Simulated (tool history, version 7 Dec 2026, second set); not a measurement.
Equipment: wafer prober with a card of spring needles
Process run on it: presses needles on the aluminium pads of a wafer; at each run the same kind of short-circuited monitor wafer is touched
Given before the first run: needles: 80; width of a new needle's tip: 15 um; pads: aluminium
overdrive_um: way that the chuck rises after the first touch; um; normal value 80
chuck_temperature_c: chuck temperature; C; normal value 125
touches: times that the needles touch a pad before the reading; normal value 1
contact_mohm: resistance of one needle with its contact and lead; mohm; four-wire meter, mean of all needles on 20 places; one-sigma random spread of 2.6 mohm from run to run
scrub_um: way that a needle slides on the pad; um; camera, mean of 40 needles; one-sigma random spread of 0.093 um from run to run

run,hour,overdrive_um,chuck_temperature_c,touches,contact_mohm,scrub_um
1,0,80,125,1,350,9.34
# hour 3.1: tips cleaned on abrasive film
# hour 8.1: tips cleaned on abrasive film
# hour 13.1: tips cleaned on abrasive film
# hour 17.2: tips cleaned on abrasive film
# hour 21.2: tips cleaned on abrasive film
2,21.3,80,125,1,324,9.03
# hour 25.4: tips cleaned on abrasive film
# hour 29.4: tips cleaned on abrasive film
# hour 33.5: tips cleaned on abrasive film
3,37.1,80,125,1,375,8.91
# hour 38.1: tips cleaned on abrasive film
# hour 43.2: tips cleaned on abrasive film
# hour 47.2: tips cleaned on abrasive film
# hour 51.3: tips cleaned on abrasive film
# hour 56.3: tips cleaned on abrasive film
# hour 60.3: tips cleaned on abrasive film
4,60.4,80,125,1,317,8.91
# hour 64.5: tips cleaned on abrasive film
# hour 69.5: tips cleaned on abrasive film
5,73.2,80,125,1,386,9.05
# hour 74.3: tips cleaned on abrasive film
# hour 77.5: height of the first contact set anew
# hour 79.6: tips cleaned on abrasive film
# hour 83.6: tips cleaned on abrasive film
# hour 87.7: tips cleaned on abrasive film
# hour 92.7: tips cleaned on abrasive film
# hour 96.7: tips cleaned on abrasive film
6,96.9,80,125,1,319,10
# hour 100.9: tips cleaned on abrasive film
# hour 105: tips cleaned on abrasive film
# hour 109: tips cleaned on abrasive film
# hour 113.1: tips cleaned on abrasive film
7,116.2,80,125,1,368,10.02
# hour 117.3: tips cleaned on abrasive film
# hour 121.4: tips cleaned on abrasive film
# hour 125.4: tips cleaned on abrasive film
# hour 129.4: tips cleaned on abrasive film
# hour 133.5: tips cleaned on abrasive film
8,133.5,80,125,1,313,9.73
# hour 138.5: tips cleaned on abrasive film
# hour 142.5: tips cleaned on abrasive film, once more
# hour 147.5: tips cleaned on abrasive film
# hour 151.6: tips cleaned on abrasive film
9,152.3,80,125,1,327,10.08
# hour 156.3: tips cleaned on abrasive film
# hour 160.4: tips cleaned on abrasive film
# hour 164.4: tips cleaned on abrasive film
# hour 169.5: tips cleaned on abrasive film
# hour 174.5: tips cleaned on abrasive film
10,176.1,80,125,1,343,9.83
# hour 179.1: tips cleaned on abrasive film
# hour 183.2: tips cleaned on abrasive film
# hour 187.2: tips cleaned on abrasive film
# hour 192.2: tips cleaned on abrasive film
# hour 197.2: tips cleaned on abrasive film
11,198.8,80,29,1,322,9.68
# hour 201.8: tips cleaned on abrasive film
# hour 205.9: tips cleaned on abrasive film
# hour 209.9: tips cleaned on abrasive film
# hour 214.9: tips cleaned on abrasive film
# hour 219: tips cleaned on abrasive film
# hour 223: tips cleaned on abrasive film
# hour 227: tips cleaned on abrasive film
12,229.3,80,125,1,355,9.72
# hour 231.4: tips cleaned on abrasive film
# hour 236.4: tips cleaned on abrasive film
# hour 241.4: tips cleaned on abrasive film
# hour 245.5: tips cleaned on abrasive film
13,246.2,80,45,1,310,9.76
# hour 250.2: tips cleaned on abrasive film
# hour 254.3: tips cleaned on abrasive film
# hour 259.3: tips cleaned on abrasive film
# hour 263.4: tips cleaned on abrasive film
14,266.6,78,37,3,308,9.3
# hour 267.7: tips cleaned on abrasive film
# hour 271.8: tips cleaned on abrasive film
# hour 275.8: tips cleaned on abrasive film
# hour 279.8: tips cleaned on abrasive film
# hour 284.9: tips cleaned on abrasive film
15,285.8,85,89,2,311,10.36
# hour 289.8: tips cleaned on abrasive film
# hour 293.8: tips cleaned on abrasive film
# hour 298.9: tips cleaned on abrasive film
# hour 302.9: tips cleaned on abrasive film
16,304.5,80,125,3,324,9.5
# hour 307.5: tips cleaned on abrasive film
# hour 311.6: tips cleaned on abrasive film
# hour 316.6: tips cleaned on abrasive film
# hour 320.6: tips cleaned on abrasive film
# hour 324.7: tips cleaned on abrasive film
# hour 328.7: tips cleaned on abrasive film
# hour 332.8: tips cleaned on abrasive film
17,333.4,71,51,3,300,8.44
# hour 337.5: tips cleaned on abrasive film
# hour 342.5: tips cleaned on abrasive film
# hour 346.5: tips cleaned on abrasive film
# hour 351.6: tips cleaned on abrasive film
# hour 355.6: tips cleaned on abrasive film
18,355.9,79,51,2,294,9.26
# hour 359.9: tips cleaned on abrasive film
# hour 363.9: tips cleaned on abrasive film
# hour 369: tips cleaned on abrasive film
19,372,79,51,2,338,9.26
# hour 373.1: tips cleaned on abrasive film
# hour 378.1: tips cleaned on abrasive film
# hour 382.1: tips cleaned on abrasive film
# hour 387.2: tips cleaned on abrasive film
# hour 391.2: tips cleaned on abrasive film
# hour 395.2: tips cleaned on abrasive film
20,396,79,51,2,305,9.15
# hour 400: tips cleaned on abrasive film
# hour 404.1: tips cleaned on abrasive film
# hour 409.1: tips cleaned on abrasive film
# hour 413.1: tips cleaned on abrasive film
# hour 417.2: tips cleaned on abrasive film
# hour 421.2: tips cleaned on abrasive film
# hour 425.2: tips cleaned on abrasive film
21,425.8,79,32,2,296,9.1
# hour 429.8: tips cleaned on abrasive film
# hour 433.9: tips cleaned on abrasive film
# hour 437.9: tips cleaned on abrasive film
# hour 441.9: tips cleaned on abrasive film
# hour 447: tips cleaned on abrasive film
# hour 451: tips cleaned on abrasive film
22,452,87,121,1,339,10.1
# hour 455.1: tips cleaned on abrasive film
# hour 459.1: tips cleaned on abrasive film
# hour 463.2: tips cleaned on abrasive film
# hour 467.4: height of the first contact set anew
# hour 468.5: tips cleaned on abrasive film
23,471.3,72,121,1,381,8.99
# hour 473.4: tips cleaned on abrasive film
# hour 477.5: tips cleaned on abrasive film
# hour 482.5: tips cleaned on abrasive film
# hour 486.5: tips cleaned on abrasive film
24,489.7,74,33,2,338,9.22

Consider 3 possible next runs. They are alternatives, not a sequence: every one starts from the tool as it was left by run 24. What does each give?
# hour 490.8: tips cleaned on abrasive film
# hour 494.9: tips cleaned on abrasive film
# hour 498.9: tips cleaned on abrasive film
# hour 503.9: tips cleaned on abrasive film
# hour 508: tips cleaned on abrasive film
# hour 513: tips cleaned on abrasive film
# hour 517: tips cleaned on abrasive film
A,520.6,65,109,2,?,?
# hour 490.8: tips cleaned on abrasive film
# hour 494.9: tips cleaned on abrasive film
# hour 498.9: tips cleaned on abrasive film
# hour 503.9: tips cleaned on abrasive film
# hour 508: tips cleaned on abrasive film
# hour 513: tips cleaned on abrasive film
# hour 517: tips cleaned on abrasive film
B,520.6,80,102,2,?,?
# hour 490.8: tips cleaned on abrasive film
# hour 494.9: tips cleaned on abrasive film
# hour 498.9: tips cleaned on abrasive film
# hour 503.9: tips cleaned on abrasive film
# hour 508: tips cleaned on abrasive film
# hour 513: tips cleaned on abrasive film
# hour 517: tips cleaned on abrasive film
C,520.6,80,125,2,?,?

run,contact_mohm,scrub_um
A,376,7.91
B,350,9.93
C,354,10.1
What these runs would have given with no unlogged condition in the tool:
run,contact_mohm,scrub_um
A,303,8.03
B,299,10.05
C,305,10.22

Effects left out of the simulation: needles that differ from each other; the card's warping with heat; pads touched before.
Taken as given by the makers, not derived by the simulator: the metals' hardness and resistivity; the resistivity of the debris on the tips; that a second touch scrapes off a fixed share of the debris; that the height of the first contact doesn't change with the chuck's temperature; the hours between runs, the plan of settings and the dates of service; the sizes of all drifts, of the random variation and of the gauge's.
